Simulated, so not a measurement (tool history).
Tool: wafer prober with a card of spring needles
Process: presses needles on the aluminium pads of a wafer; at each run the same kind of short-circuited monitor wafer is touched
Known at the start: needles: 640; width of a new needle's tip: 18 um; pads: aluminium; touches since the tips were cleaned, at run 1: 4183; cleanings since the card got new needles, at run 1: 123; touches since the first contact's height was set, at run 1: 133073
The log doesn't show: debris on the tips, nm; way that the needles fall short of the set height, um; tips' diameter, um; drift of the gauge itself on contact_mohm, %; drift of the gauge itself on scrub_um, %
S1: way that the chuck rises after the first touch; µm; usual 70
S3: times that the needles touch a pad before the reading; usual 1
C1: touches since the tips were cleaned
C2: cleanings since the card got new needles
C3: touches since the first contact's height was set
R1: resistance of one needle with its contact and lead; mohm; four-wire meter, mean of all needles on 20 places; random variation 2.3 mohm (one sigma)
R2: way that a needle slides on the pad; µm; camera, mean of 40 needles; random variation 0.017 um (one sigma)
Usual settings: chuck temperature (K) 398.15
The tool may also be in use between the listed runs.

Run 1, hour 0.0: usual settings; C1 4183; C2 123; C3 133073. Result: R1 258 mohm, R2 13.41 µm.
At hour 2.0: tips cleaned on abrasive film.
At hour 11.7: tips cleaned on abrasive film.
At hour 21.1: tips cleaned on abrasive film.
Run 2, hour 24.8: usual settings; C1 2412; C2 126; C3 148962. Result: R1 257 mohm, R2 13.37 µm.
At hour 30.4: tips cleaned on abrasive film.
At hour 39.8: tips cleaned on abrasive film.
At hour 48.6: tips cleaned on abrasive film.
Run 3, hour 52.5: usual settings; C1 2472; C2 129; C3 166648. Result: R1 256 mohm, R2 13.35 µm.
At hour 58.3: tips cleaned on abrasive film.
At hour 68.0: tips cleaned on abrasive film.
At hour 77.6: tips cleaned on abrasive film.
At hour 87.3: tips cleaned on abrasive film.
Run 4, hour 87.6: usual settings; C1 194; C2 133; C3 189122. Result: R1 252 mohm, R2 13.36 µm.
At hour 95.2: tips cleaned on abrasive film.
At hour 101.3: height of the first contact set anew.
At hour 105.0: tips cleaned on abrasive film.
Run 5, hour 109.5: usual settings; C1 2856; C2 135; C3 5225. Result: R1 255 mohm, R2 13.33 µm.
At hour 113.4: tips cleaned on abrasive film.
At hour 122.7: tips cleaned on abrasive film.
At hour 131.4: tips cleaned on abrasive film.
Run 6, hour 133.6: usual settings; C1 1457; C2 138; C3 20666. Result: R1 261 mohm, R2 13.30 µm.
At hour 139.2: tips cleaned on abrasive film.
At hour 148.2: tips cleaned on abrasive film.
At hour 156.1: tips cleaned on abrasive film.
Run 7, hour 156.1: usual settings; C1 0; C2 141; C3 35023. Result: R1 258 mohm, R2 13.29 µm.
At hour 165.7: tips cleaned on abrasive film.
At hour 175.3: tips cleaned on abrasive film.
Run 8, hour 181.5: usual settings; C1 3966; C2 143; C3 51322. Result: R1 260 mohm, R2 13.27 µm.
At hour 183.5: tips cleaned on abrasive film.
At hour 192.4: tips cleaned on abrasive film.
Run 9, hour 195.8: usual settings but chuck temperature (K) 349.15; C1 2223; C2 145; C3 60500. Result: R1 247 mohm, R2 13.25 µm.
At hour 201.7: tips cleaned on abrasive film.
At hour 210.7: tips cleaned on abrasive film.
At hour 220.4: tips cleaned on abrasive film.
Run 10, hour 220.7: usual settings; C1 213; C2 148; C3 76415. Result: R1 260 mohm, R2 13.24 µm.
At hour 228.5: tips cleaned on abrasive film.
At hour 238.0: tips cleaned on abrasive film.
At hour 247.3: tips cleaned on abrasive film.
Run 11, hour 247.9: usual settings; C1 380; C2 151; C3 93826. Result: R1 259 mohm, R2 13.25 µm.
At hour 255.3: tips cleaned on abrasive film.
At hour 264.3: tips cleaned on abrasive film.
Run 12, hour 267.5: usual settings but S1 57 µm; C1 2051; C2 153; C3 106336. Result: R1 266 mohm, R2 10.78 µm.
At hour 273.3: tips cleaned on abrasive film.
At hour 282.6: tips cleaned on abrasive film.
At hour 291.7: tips cleaned on abrasive film.
Run 13, hour 292.4: usual settings but S1 57 µm; C1 449; C2 156; C3 122287. Result: R1 258 mohm, R2 10.75 µm.
At hour 299.7: tips cleaned on abrasive film.
At hour 308.5: tips cleaned on abrasive film.
Run 14, hour 313.3: usual settings but S1 57 µm; C1 3099; C2 158; C3 135682. Result: R1 261 mohm, R2 10.74 µm.
At hour 317.2: tips cleaned on abrasive film.
At hour 326.8: tips cleaned on abrasive film.
Run 15, hour 330.0: usual settings but S1 57 µm; C1 2072; C2 160; C3 146346. Result: R1 265 mohm, R2 10.75 µm.
At hour 335.8: tips cleaned on abrasive film.
At hour 344.4: tips cleaned on abrasive film.
Run 16, hour 345.9: usual settings but S1 57 µm; C1 1006; C2 162; C3 156558. Result: R1 261 mohm, R2 10.74 µm.
At hour 353.4: tips cleaned on abrasive film.
At hour 365.4: card fitted with new needles.
At hour 374.9: tips cleaned on abrasive film.
At hour 382.7: tips cleaned on abrasive film.
At hour 392.1: tips cleaned on abrasive film.
Run 17, hour 392.1: usual settings but S1 57 µm; C1 0; C2 3; C3 17146. Result: R1 260 mohm, R2 10.74 µm.
At hour 401.8: tips cleaned on abrasive film.
At hour 411.2: tips cleaned on abrasive film.
At hour 420.2: tips cleaned on abrasive film.
Run 18, hour 421.7: usual settings but S1 75 µm, chuck temperature (K) 344.15; C1 934; C2 6; C3 36058. Result: R1 242 mohm, R2 14.08 µm.
At hour 429.0: tips cleaned on abrasive film.
Run 19, hour 435.9: usual settings but S1 66 µm, chuck temperature (K) 351.15; C1 4469; C2 7; C3 45237. Result: R1 249 mohm, R2 12.41 µm.
At hour 438.0: tips cleaned on abrasive film.
At hour 447.6: tips cleaned on abrasive film.
At hour 456.5: tips cleaned on abrasive film.
At hour 465.7: tips cleaned on abrasive film.
Run 20, hour 467.3: usual settings but S1 76 µm, chuck temperature (K) 328.15; C1 1052; C2 11; C3 65309. Result: R1 238 mohm, R2 14.24 µm.
At hour 474.8: tips cleaned on abrasive film.
At hour 484.1: tips cleaned on abrasive film.
Run 21, hour 491.0: usual settings but S1 76 µm, chuck temperature (K) 328.15; C1 4516; C2 13; C3 80515. Result: R1 237 mohm, R2 14.21 µm.
At hour 493.1: tips cleaned on abrasive film.
At hour 502.0: tips cleaned on abrasive film.
Run 22, hour 508.9: usual settings but S1 56 µm, chuck temperature (K) 299.15, S3 2; C1 4460; C2 15; C3 91922. Result: R1 236 mohm, R2 10.46 µm.
At hour 510.6: tips cleaned on abrasive film.
At hour 518.4: tips cleaned on abrasive film.
At hour 527.8: tips cleaned on abrasive film.
Run 23, hour 531.0: usual settings but S1 79 µm, chuck temperature (K) 376.15, S3 2; C1 2056; C2 18; C3 106047. Result: R1 248 mohm, R2 14.74 µm.
At hour 536.5: tips cleaned on abrasive film.
At hour 545.7: tips cleaned on abrasive film.
At hour 555.3: tips cleaned on abrasive film.
At hour 564.5: tips cleaned on abrasive film.
Run 24, hour 565.2: usual settings but S1 58 µm, chuck temperature (K) 355.15, S3 3; C1 481; C2 22; C3 127947. Result: R1 249 mohm, R2 10.84 µm.
At hour 574.1: tips cleaned on abrasive film.
Run 25, hour 581.4: usual settings but S1 52 µm, chuck temperature (K) 339.15; C1 4707; C2 23; C3 138338. Result: R1 250 mohm, R2 9.69 µm.
At hour 583.4: tips cleaned on abrasive film.
At hour 591.9: tips cleaned on abrasive film.
At hour 601.5: tips cleaned on abrasive film.
Run 26, hour 606.9: usual settings but S1 59 µm, chuck temperature (K) 339.15; C1 3508; C2 26; C3 154685. Result: R1 248 mohm, R2 11.00 µm.
At hour 610.6: tips cleaned on abrasive film.
At hour 620.1: tips cleaned on abrasive film.
Run 27, hour 624.2: usual settings but S1 59 µm, chuck temperature (K) 339.15; C1 2670; C2 28; C3 165746. Result: R1 246 mohm, R2 10.99 µm.
At hour 628.1: tips cleaned on abrasive film.
At hour 637.4: tips cleaned on abrasive film.
Run 28, hour 638.9: usual settings but S1 59 µm, chuck temperature (K) 339.15; C1 942; C2 30; C3 175111. Result: R1 248 mohm, R2 11.00 µm.
At hour 646.6: tips cleaned on abrasive film.
At hour 655.9: gauge calibrated.
At hour 656.0: tips cleaned on abrasive film.
Run 29, hour 657.2: usual settings but S1 86 µm, chuck temperature (K) 339.15; C1 768; C2 32; C3 186856. Result: R1 241 mohm, R2 16.44 µm.

Forecast each of these 3 alternatives for the next run:
At hour 665.0: tips cleaned on abrasive film.
At hour 674.1: tips cleaned on abrasive film.
At hour 674.4: height of the first contact set anew.
Run A, hour 674.4: usual settings but S1 65 µm, chuck temperature (K) 358.15, S3 2; C1 0; C2 34; C3 0. Result: R1 ?, R2 ?.
At hour 665.0: tips cleaned on abrasive film.
At hour 674.1: tips cleaned on abrasive film.
At hour 674.4: height of the first contact set anew.
Run B, hour 674.4: usual settings but chuck temperature (K) 360.15, S3 2; C1 0; C2 34; C3 0. Result: R1 ?, R2 ?.
At hour 665.0: tips cleaned on abrasive film.
At hour 674.1: tips cleaned on abrasive film.
At hour 674.4: height of the first contact set anew.
Run C, hour 674.4: usual settings but S3 2; C1 0; C2 34; C3 0. Result: R1 ?, R2 ?.

run   R1     R2
  A  247  12.41
  B  247  13.34
  C  259  13.36
Without the tool's hidden state the same runs would have given:
run   R1     R2
  A  247  12.42
  B  247  13.35
  C  259  13.37
